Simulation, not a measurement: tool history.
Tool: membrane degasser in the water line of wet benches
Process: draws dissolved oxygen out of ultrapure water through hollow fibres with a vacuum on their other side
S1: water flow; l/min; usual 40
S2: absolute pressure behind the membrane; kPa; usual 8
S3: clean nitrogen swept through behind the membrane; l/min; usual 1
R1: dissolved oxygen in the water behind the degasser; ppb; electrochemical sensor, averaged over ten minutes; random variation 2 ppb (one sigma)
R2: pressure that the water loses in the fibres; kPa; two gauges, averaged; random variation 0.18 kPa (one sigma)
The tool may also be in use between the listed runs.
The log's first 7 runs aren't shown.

run	hour	S1	S2	S3	R1	R2
8	257.8	40	8	1	388.5	31.47
9	287.8	40	8	2.34	197.4	31.56
10	323.9	40	8	1	390.4	31.37
11	366.9	40	8	1	393.1	31.59
12	411	40	8	1	390.5	31.44
13	445	52	8	1	488	41.3
14	465.4	52	8	1	491	41.12
15	514.4	52	8	0.48	772	41.1
16	539.4	52	8	1.75	319.8	41.25
17	586.7	56	16.44	1	1253.7	44.34
18	615.7	56	10.06	1.51	526.6	44.47
19	641.2	30	11.07	1	486.7	23.78
20	673.7	46	8	1	438	36.52
21	721.4	46	8	1	442.2	36.45
22	756.9	45	8	0.59	626.7	35.68
23	802.4	45	8	0.59	624.9	35.82
24	825.4	29	6.59	2.38	104.6	23.14
25	862.8	29	6.59	2.38	105.1	23.18
26	897.9	56	9.14	2.38	327.6	44.57
27	921.2	40	6.93	0.41	573.6	31.95
28	951.2	40	16.32	2.02	563.8	32.02
29	977	40	16.32	2.02	564.1	31.71
30	1006.4	35	18.29	2.8	432.4	28.01
31	1043.3	24	16.49	1.43	493.7	19.12
32	1091.8	52	16.51	1.43	928.5	41.15

Forecast each of these 4 alternatives for the next run:
A	1129	38	6.95	1	?	?
B	1129	41	9.13	1.43	?	?
C	1129	52	16.51	0.93	?	?
D	1129	25	8	1	?	?

run	R1	R2
A	305.6	30.15
B	372.5	32.7
C	1256.6	41.91
D	266.6	19.89
Without the tool's hidden state the same runs would have given:
run	R1	R2
A	287.6	29.08
B	357.5	31.55
C	1236	40.45
D	254.2	19.19

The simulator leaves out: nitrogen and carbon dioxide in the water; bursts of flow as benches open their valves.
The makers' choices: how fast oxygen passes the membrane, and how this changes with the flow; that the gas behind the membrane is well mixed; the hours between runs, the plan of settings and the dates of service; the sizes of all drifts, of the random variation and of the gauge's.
